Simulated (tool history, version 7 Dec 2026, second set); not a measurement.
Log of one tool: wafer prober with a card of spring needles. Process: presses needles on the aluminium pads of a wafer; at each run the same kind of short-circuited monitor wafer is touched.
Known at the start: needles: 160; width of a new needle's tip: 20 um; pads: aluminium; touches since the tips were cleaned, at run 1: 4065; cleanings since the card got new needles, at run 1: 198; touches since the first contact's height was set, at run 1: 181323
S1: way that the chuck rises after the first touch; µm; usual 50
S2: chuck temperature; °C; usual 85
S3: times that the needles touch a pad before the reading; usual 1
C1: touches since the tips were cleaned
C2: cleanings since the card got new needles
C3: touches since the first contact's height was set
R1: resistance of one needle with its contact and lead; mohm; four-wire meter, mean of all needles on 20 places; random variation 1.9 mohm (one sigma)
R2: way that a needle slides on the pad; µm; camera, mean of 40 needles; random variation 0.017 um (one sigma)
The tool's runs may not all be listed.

run	day	S1	S2	S3	C1	C2	C3	R1	R2
1	0.000	50	85	1	4065	198	181323	252	6.00
# day 0.138: tips cleaned on abrasive film
# day 0.679: tips cleaned on abrasive film
# day 1.354: tips cleaned on abrasive film
2	1.767	50	85	1	4088	201	198727	252	5.96
# day 1.904: tips cleaned on abrasive film
# day 2.579: tips cleaned on abrasive film
# day 3.254: tips cleaned on abrasive film
# day 3.929: tips cleaned on abrasive film
# day 4.212: height of the first contact set anew
# day 4.617: tips cleaned on abrasive film
3	5.079	50	85	1	4592	206	8590	256	6.12
# day 5.217: tips cleaned on abrasive film
# day 5.896: tips cleaned on abrasive film
# day 6.571: tips cleaned on abrasive film
4	7.050	50	85	1	4780	209	28029	251	6.12
# day 7.188: tips cleaned on abrasive film
# day 7.862: tips cleaned on abrasive film
# day 8.538: tips cleaned on abrasive film
# day 9.217: tips cleaned on abrasive film
5	9.625	50	85	1	4069	213	53423	246	6.09
# day 9.762: tips cleaned on abrasive film
# day 10.438: tips cleaned on abrasive film
# day 11.112: tips cleaned on abrasive film
# day 11.788: tips cleaned on abrasive film
6	11.904	50	85	1	1160	217	75908	221	6.09
# day 12.446: tips cleaned on abrasive film
# day 12.988: tips cleaned on abrasive film
# day 13.662: tips cleaned on abrasive film
# day 14.338: tips cleaned on abrasive film
# day 14.879: tips cleaned on abrasive film
7	14.883	50	85	1	38	222	105268	201	6.04
# day 15.425: tips cleaned on abrasive film
# day 16.100: tips cleaned on abrasive film
# day 16.775: tips cleaned on abrasive film
# day 17.450: tips cleaned on abrasive film
8	17.958	50	85	1	5045	226	135650	257	6.02
# day 18.096: tips cleaned on abrasive film
# day 18.638: tips cleaned on abrasive film
# day 19.312: tips cleaned on abrasive film
# day 19.988: tips cleaned on abrasive film
# day 20.662: tips cleaned on abrasive film
# day 21.204: tips cleaned on abrasive film
9	21.283	50	85	1	790	232	168427	214	5.98
# day 21.825: tips cleaned on abrasive film
# day 22.500: tips cleaned on abrasive film
# day 23.175: tips cleaned on abrasive film
# day 23.717: tips cleaned on abrasive film
10	23.850	50	85	1	1296	236	193714	220	5.95
# day 24.388: tips cleaned on abrasive film
# day 25.062: tips cleaned on abrasive film
# day 25.742: tips cleaned on abrasive film
# day 26.417: tips cleaned on abrasive film
# day 26.829: height of the first contact set anew
11	26.938	50	85	1	5050	240	1052	262	6.12
# day 27.075: tips cleaned on abrasive film
# day 27.750: tips cleaned on abrasive film
# day 28.425: tips cleaned on abrasive film
# day 29.100: tips cleaned on abrasive film
# day 29.642: tips cleaned on abrasive film
12	29.946	50	85	1	3041	245	30748	241	6.08
# day 30.221: tips cleaned on abrasive film
# day 30.896: tips cleaned on abrasive film
# day 31.571: tips cleaned on abrasive film
# day 32.112: tips cleaned on abrasive film
# day 32.788: tips cleaned on abrasive film
13	33.188	50	79	1	3985	250	62719	258	6.07
# day 33.458: tips cleaned on abrasive film
# day 34.138: tips cleaned on abrasive film
# day 34.812: tips cleaned on abrasive film
# day 35.350: tips cleaned on abrasive film
# day 35.850: card fitted with new needles
14	35.933	50	79	1	822	0	822	206	6.15
# day 36.475: tips cleaned on abrasive film
# day 37.017: tips cleaned on abrasive film
# day 37.617: tips cleaned on abrasive film
15	37.617	33	85	1	0	3	17400	212	4.04

The next listed run, before its measurement:
# day 38.292: tips cleaned on abrasive film
# day 38.967: tips cleaned on abrasive film
# day 39.508: tips cleaned on abrasive film
# day 40.183: tips cleaned on abrasive film
16	40.196	58	37	3	143	7	42865	?	?

Run 16 gave R1 189 mohm, R2 7.10 µm.
Without the tool's hidden state the same run would have given R1 187 mohm, R2 7.15 µm.
